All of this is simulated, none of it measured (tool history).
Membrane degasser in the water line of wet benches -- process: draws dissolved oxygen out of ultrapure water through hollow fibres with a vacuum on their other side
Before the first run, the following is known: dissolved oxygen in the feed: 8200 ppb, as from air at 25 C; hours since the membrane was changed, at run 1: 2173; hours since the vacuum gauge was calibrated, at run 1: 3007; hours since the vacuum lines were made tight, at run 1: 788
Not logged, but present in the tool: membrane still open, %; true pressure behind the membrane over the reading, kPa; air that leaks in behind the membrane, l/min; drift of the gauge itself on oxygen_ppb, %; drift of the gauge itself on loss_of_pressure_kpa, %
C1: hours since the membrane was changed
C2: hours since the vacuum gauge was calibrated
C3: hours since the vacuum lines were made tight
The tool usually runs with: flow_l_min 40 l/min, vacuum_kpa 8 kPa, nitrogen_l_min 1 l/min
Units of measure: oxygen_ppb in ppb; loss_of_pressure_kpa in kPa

run 1 hour=0 | flow_l_min=40 vacuum_kpa=8 nitrogen_l_min=1 | C1=2173 C2=3007 C3=788 | oxygen_ppb=388.4 loss_of_pressure_kpa=59.03
run 2 hour=27.4 | flow_l_min=40 vacuum_kpa=8 nitrogen_l_min=1 | C1=2200 C2=3035 C3=815 | oxygen_ppb=392.4 loss_of_pressure_kpa=59.2
run 3 hour=54.6 | flow_l_min=27 vacuum_kpa=8 nitrogen_l_min=1 | C1=2227 C2=3062 C3=842 | oxygen_ppb=278.3 loss_of_pressure_kpa=39.99
run 4 hour=83.1 | flow_l_min=27 vacuum_kpa=8 nitrogen_l_min=1 | C1=2256 C2=3091 C3=871 | oxygen_ppb=277.3 loss_of_pressure_kpa=39.72
run 5 hour=109.2 | flow_l_min=25 vacuum_kpa=8 nitrogen_l_min=1 | C1=2282 C2=3117 C3=897 | oxygen_ppb=258.2 loss_of_pressure_kpa=37.15
run 6 hour=149.3 | flow_l_min=25 vacuum_kpa=8 nitrogen_l_min=1 | C1=2322 C2=3157 C3=937 | oxygen_ppb=260 loss_of_pressure_kpa=36.71
run 7 hour=182.7 | flow_l_min=25 vacuum_kpa=8 nitrogen_l_min=1 | C1=2356 C2=3190 C3=971 | oxygen_ppb=257.9 loss_of_pressure_kpa=36.93
run 8 hour=209.5 | flow_l_min=25 vacuum_kpa=8 nitrogen_l_min=1 | C1=2382 C2=3217 C3=997 | oxygen_ppb=261.8 loss_of_pressure_kpa=36.89
run 9 hour=242.6 | flow_l_min=25 vacuum_kpa=8 nitrogen_l_min=1 | C1=2415 C2=3250 C3=1030 | oxygen_ppb=257.9 loss_of_pressure_kpa=36.78
run 10 hour=294 | flow_l_min=40 vacuum_kpa=9.82 nitrogen_l_min=1 | C1=2467 C2=3301 C3=1082 | oxygen_ppb=525.8 loss_of_pressure_kpa=59.22
run 11 hour=356.4 | flow_l_min=40 vacuum_kpa=8 nitrogen_l_min=1 | C1=2529 C2=3364 C3=1144 | oxygen_ppb=390.9 loss_of_pressure_kpa=58.78
run 12 hour=397.8 | flow_l_min=40 vacuum_kpa=8 nitrogen_l_min=1 | C1=2571 C2=3405 C3=1186 | oxygen_ppb=393.2 loss_of_pressure_kpa=58.9
run 13 hour=457.3 | flow_l_min=40 vacuum_kpa=8 nitrogen_l_min=1 | C1=2630 C2=3465 C3=1245 | oxygen_ppb=393 loss_of_pressure_kpa=59.2
run 14 hour=510.4 | flow_l_min=40 vacuum_kpa=8 nitrogen_l_min=1 | C1=2683 C2=3518 C3=1298 | oxygen_ppb=389.1 loss_of_pressure_kpa=59.41
run 15 hour=571.3 | flow_l_min=40 vacuum_kpa=8 nitrogen_l_min=1 | C1=2744 C2=3579 C3=1359 | oxygen_ppb=390.9 loss_of_pressure_kpa=59.76
run 16 hour=609.9 | flow_l_min=40 vacuum_kpa=8 nitrogen_l_min=1 | C1=2783 C2=3617 C3=1398 | oxygen_ppb=390.9 loss_of_pressure_kpa=59.27
run 17 hour=648.8 | flow_l_min=40 vacuum_kpa=8 nitrogen_l_min=1 | C1=2822 C2=3656 C3=1437 | oxygen_ppb=392.3 loss_of_pressure_kpa=59.11
run 18 hour=692.7 | flow_l_min=44 vacuum_kpa=8.19 nitrogen_l_min=1 | C1=2866 C2=3700 C3=1481 | oxygen_ppb=444.3 loss_of_pressure_kpa=65.46
run 19 hour=728.2 | flow_l_min=49 vacuum_kpa=10.8 nitrogen_l_min=1.22 | C1=2901 C2=3736 C3=1516 | oxygen_ppb=614.9 loss_of_pressure_kpa=73.06
run 20 hour=774.5 | flow_l_min=49 vacuum_kpa=10.8 nitrogen_l_min=1.22 | C1=2947 C2=3782 C3=1562 | oxygen_ppb=617.1 loss_of_pressure_kpa=72.29
run 21 hour=806.1 | flow_l_min=49 vacuum_kpa=10.8 nitrogen_l_min=1.22 | C1=2979 C2=3814 C3=1594 | oxygen_ppb=620.4 loss_of_pressure_kpa=72.59
run 22 hour=843.3 | flow_l_min=49 vacuum_kpa=10.8 nitrogen_l_min=1.22 | C1=3016 C2=3851 C3=1631 | oxygen_ppb=620.8 loss_of_pressure_kpa=72.2
run 23 hour=873.4 | flow_l_min=40 vacuum_kpa=8 nitrogen_l_min=0.45 | C1=3046 C2=3881 C3=1661 | oxygen_ppb=676.7 loss_of_pressure_kpa=59.37
run 24 hour=932.6 | flow_l_min=40 vacuum_kpa=8 nitrogen_l_min=0.45 | C1=3105 C2=3940 C3=1720 | oxygen_ppb=686.4 loss_of_pressure_kpa=59.33
run 25 hour=986.2 | flow_l_min=30 vacuum_kpa=10.8 nitrogen_l_min=2.62 | C1=3159 C2=3994 C3=1774 | oxygen_ppb=205.7 loss_of_pressure_kpa=44.62
run 26 hour=1032.5 | flow_l_min=54 vacuum_kpa=9.5 nitrogen_l_min=0.43 | C1=3205 C2=4040 C3=1820 | oxygen_ppb=1082.8 loss_of_pressure_kpa=80.06
run 27 hour=1059.5 | flow_l_min=25 vacuum_kpa=9.2 nitrogen_l_min=1.87 | C1=3232 C2=4067 C3=1847 | oxygen_ppb=187.9 loss_of_pressure_kpa=37.1
run 28 hour=1096.9 | flow_l_min=58 vacuum_kpa=18.06 nitrogen_l_min=0.97 | C1=3270 C2=4104 C3=1885 | oxygen_ppb=1474.8 loss_of_pressure_kpa=85.8
run 29 hour=1135.7 | flow_l_min=42 vacuum_kpa=8 nitrogen_l_min=1.31 | C1=3309 C2=4143 C3=1924 | oxygen_ppb=335.3 loss_of_pressure_kpa=62.04
run 30 hour=1167.8 | flow_l_min=42 vacuum_kpa=8 nitrogen_l_min=1.31 | C1=3341 C2=4175 C3=1956 | oxygen_ppb=335.5 loss_of_pressure_kpa=62.35
run 31 hour=1220.6 | flow_l_min=52 vacuum_kpa=6.91 nitrogen_l_min=1 | C1=3393 C2=4228 C3=2008 | oxygen_ppb=408.6 loss_of_pressure_kpa=77.07

Per-run results on a tool with no hidden state, each run keeping its own random variation:
run=1 oxygen_ppb=381.1 loss_of_pressure_kpa=58.75
run=2 oxygen_ppb=384.9 loss_of_pressure_kpa=58.92
run=3 oxygen_ppb=273 loss_of_pressure_kpa=39.8
run=4 oxygen_ppb=272 loss_of_pressure_kpa=39.53
run=5 oxygen_ppb=253.2 loss_of_pressure_kpa=36.97
run=6 oxygen_ppb=255 loss_of_pressure_kpa=36.53
run=7 oxygen_ppb=252.8 loss_of_pressure_kpa=36.74
run=8 oxygen_ppb=256.6 loss_of_pressure_kpa=36.7
run=9 oxygen_ppb=252.7 loss_of_pressure_kpa=36.59
run=10 oxygen_ppb=518.1 loss_of_pressure_kpa=58.91
run=11 oxygen_ppb=382.9 loss_of_pressure_kpa=58.46
run=12 oxygen_ppb=385 loss_of_pressure_kpa=58.57
run=13 oxygen_ppb=384.8 loss_of_pressure_kpa=58.86
run=14 oxygen_ppb=380.9 loss_of_pressure_kpa=59.07
run=15 oxygen_ppb=382.5 loss_of_pressure_kpa=59.41
run=16 oxygen_ppb=382.4 loss_of_pressure_kpa=58.92
run=17 oxygen_ppb=383.7 loss_of_pressure_kpa=58.76
run=18 oxygen_ppb=434.9 loss_of_pressure_kpa=65.06
run=19 oxygen_ppb=605.9 loss_of_pressure_kpa=72.61
run=20 oxygen_ppb=608 loss_of_pressure_kpa=71.83
run=21 oxygen_ppb=611.3 loss_of_pressure_kpa=72.13
run=22 oxygen_ppb=611.5 loss_of_pressure_kpa=71.73
run=23 oxygen_ppb=662.2 loss_of_pressure_kpa=58.99
run=24 oxygen_ppb=671.5 loss_of_pressure_kpa=58.94
run=25 oxygen_ppb=202.4 loss_of_pressure_kpa=44.32
run=26 oxygen_ppb=1064.8 loss_of_pressure_kpa=79.52
run=27 oxygen_ppb=184.1 loss_of_pressure_kpa=36.84
run=28 oxygen_ppb=1463.5 loss_of_pressure_kpa=85.2
run=29 oxygen_ppb=327.1 loss_of_pressure_kpa=61.6
run=30 oxygen_ppb=327.1 loss_of_pressure_kpa=61.91
run=31 oxygen_ppb=396 loss_of_pressure_kpa=76.52
